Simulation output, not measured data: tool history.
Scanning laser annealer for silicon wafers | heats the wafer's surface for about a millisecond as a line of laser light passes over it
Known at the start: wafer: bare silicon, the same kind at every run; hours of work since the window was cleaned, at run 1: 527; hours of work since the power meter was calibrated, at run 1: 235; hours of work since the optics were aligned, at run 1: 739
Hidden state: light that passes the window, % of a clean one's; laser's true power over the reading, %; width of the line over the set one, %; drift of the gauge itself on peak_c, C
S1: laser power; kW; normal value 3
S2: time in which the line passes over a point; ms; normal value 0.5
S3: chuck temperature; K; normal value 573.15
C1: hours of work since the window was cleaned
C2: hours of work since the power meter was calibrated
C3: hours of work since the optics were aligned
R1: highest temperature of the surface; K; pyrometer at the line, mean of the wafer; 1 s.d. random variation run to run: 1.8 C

Run 1, hour 0: usual settings; C1 527; C2 235; C3 739. Result: R1 1332.15 K.
Run 2, hour 7.8: usual settings; C1 531; C2 239; C3 743. Result: R1 1333.15 K.
Run 3, hour 17.8: usual settings but S2 0.416 ms; C1 536; C2 244; C3 748. Result: R1 1268.15 K.
Run 4, hour 25.1: usual settings but S2 0.416 ms; C1 540; C2 248; C3 751. Result: R1 1269.15 K.
Run 5, hour 31.7: usual settings but S2 0.416 ms; C1 543; C2 251; C3 755. Result: R1 1266.15 K.
Run 6, hour 37.4: usual settings but S2 0.416 ms; C1 546; C2 254; C3 758. Result: R1 1269.15 K.
Run 7, hour 44.3: usual settings but S2 0.416 ms; C1 550; C2 258; C3 761. Result: R1 1267.15 K.
Run 8, hour 49.3: usual settings but S2 0.416 ms; C1 552; C2 260; C3 764. Result: R1 1268.15 K.
Run 9, hour 54: usual settings but S2 0.604 ms; C1 555; C2 263; C3 766. Result: R1 1407.15 K.
Run 10, hour 61.4: usual settings but S2 0.468 ms; C1 559; C2 267; C3 770. Result: R1 1311.15 K.
At hour 67.1: optics aligned, line set to its width.
Run 11, hour 75.1: usual settings but S2 0.468 ms; C1 563; C2 271; C3 4. Result: R1 1308.15 K.
Run 12, hour 86.3: usual settings but S1 3.229 kW, S2 0.495 ms; C1 569; C2 277; C3 10. Result: R1 1381.15 K.
Run 13, hour 94.5: usual settings but S1 3.247 kW, S2 0.617 ms, S3 561.15 K; C1 573; C2 281; C3 14. Result: R1 1468.15 K.
Run 14, hour 100.9: usual settings but S1 3.247 kW, S2 0.617 ms, S3 561.15 K; C1 576; C2 284; C3 17. Result: R1 1466.15 K.
At hour 111.5: optics aligned, line set to its width, once more.
Run 15, hour 115.2: usual settings but S1 3.093 kW, S2 0.386 ms, S3 561.15 K; C1 581; C2 289; C3 2. Result: R1 1256.15 K.
Run 16, hour 123.3: usual settings but S1 3.093 kW, S2 0.386 ms, S3 561.15 K; C1 585; C2 293; C3 6. Result: R1 1258.15 K.
Run 17, hour 130.6: usual settings but S1 3.266 kW, S2 0.386 ms, S3 555.15 K; C1 589; C2 297; C3 10. Result: R1 1284.15 K.
Run 18, hour 136.7: usual settings but S1 3.266 kW, S2 0.386 ms, S3 555.15 K; C1 592; C2 300; C3 13. Result: R1 1288.15 K.
Run 19, hour 145.3: usual settings but S1 2.773 kW, S2 0.569 ms, S3 572.15 K; C1 596; C2 304; C3 17. Result: R1 1330.15 K.
Run 20, hour 152.7: usual settings but S1 3.162 kW, S2 0.444 ms, S3 577.15 K; C1 600; C2 308; C3 21. Result: R1 1340.15 K.

What if the next run were any one of these 3? Each begins from the tool's condition after run 20:
Run A, hour 158.6: usual settings but S1 2.604 kW, S2 0.607 ms, S3 566.15 K; C1 603; C2 311; C3 24. Result: R1 ?.
Run B, hour 158.6: usual settings but S1 2.916 kW, S2 0.408 ms, S3 562.15 K; C1 603; C2 311; C3 24. Result: R1 ?.
Run C, hour 158.6: usual settings but S1 2.93 kW, S2 0.444 ms, S3 562.15 K; C1 603; C2 311; C3 24. Result: R1 ?.

run       R1
  A  1299.15
  B  1235.15
  C  1268.15
The same runs, with their run-to-run variation unchanged, on a tool lacking any hidden condition would have given:
run       R1
  A  1312.15
  B  1247.15
  C  1280.15
